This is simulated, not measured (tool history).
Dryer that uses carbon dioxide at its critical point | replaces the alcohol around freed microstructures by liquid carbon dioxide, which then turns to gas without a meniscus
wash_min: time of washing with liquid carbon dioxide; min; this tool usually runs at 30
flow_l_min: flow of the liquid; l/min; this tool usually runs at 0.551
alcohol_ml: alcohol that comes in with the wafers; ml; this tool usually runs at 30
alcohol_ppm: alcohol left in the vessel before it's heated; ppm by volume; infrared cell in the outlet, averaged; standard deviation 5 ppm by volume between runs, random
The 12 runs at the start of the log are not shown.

run    hour  wash_min  flow_l_min  alcohol_ml  alcohol_ppm
 13   588.2        30       0.551          55          104
      623.5  -- inlet filter changed
 14   647.5        25       0.551          30          110
      694.9  -- purifier's bed changed
 15   705.1        25       0.551          30           26
 16   756.4        25       0.476          30           63
 17   822.4        30       0.551          30           22
 18   870.9        33       0.551          50           24
 19   914.3        22       0.551          45           86
 20   978.2        32       0.418          51           71
 21  1035.7        32       0.418          51           80
 22  1089.3        21       0.336          91         1900
 23  1161.6        42       0.336         118          133
 24  1200.3        42       0.336         118          144
 25  1246.4        42       0.347          63           88
     1254.3  -- inlet filter changed
 26  1295.3        40       0.551          30           27
 27  1352.3        40       0.499          30           39
 28  1411.1        32       0.555          30           37
 29  1445.1        30       0.551          20           48
 30  1501.7        30       0.527          20           46
 31  1560.1        30       0.574          20           46
 32  1615.4        30       0.574          20           47
 33  1656.1        37       0.378          30           72
 34  1726.9        36       0.927          21           44

3 options for the next run, each taken on its own from the tool as it stands now. Forecast them:
  A  1793.9        36       0.586          21            ?
  B  1793.9        40       0.452          30            ?
  C  1793.9        40       0.742          51            ?

run  alcohol_ppm
  A           53
  B           62
  C           53
Without the tool's hidden state the same runs would have given:
run  alcohol_ppm
  A            7
  B           16
  C            6
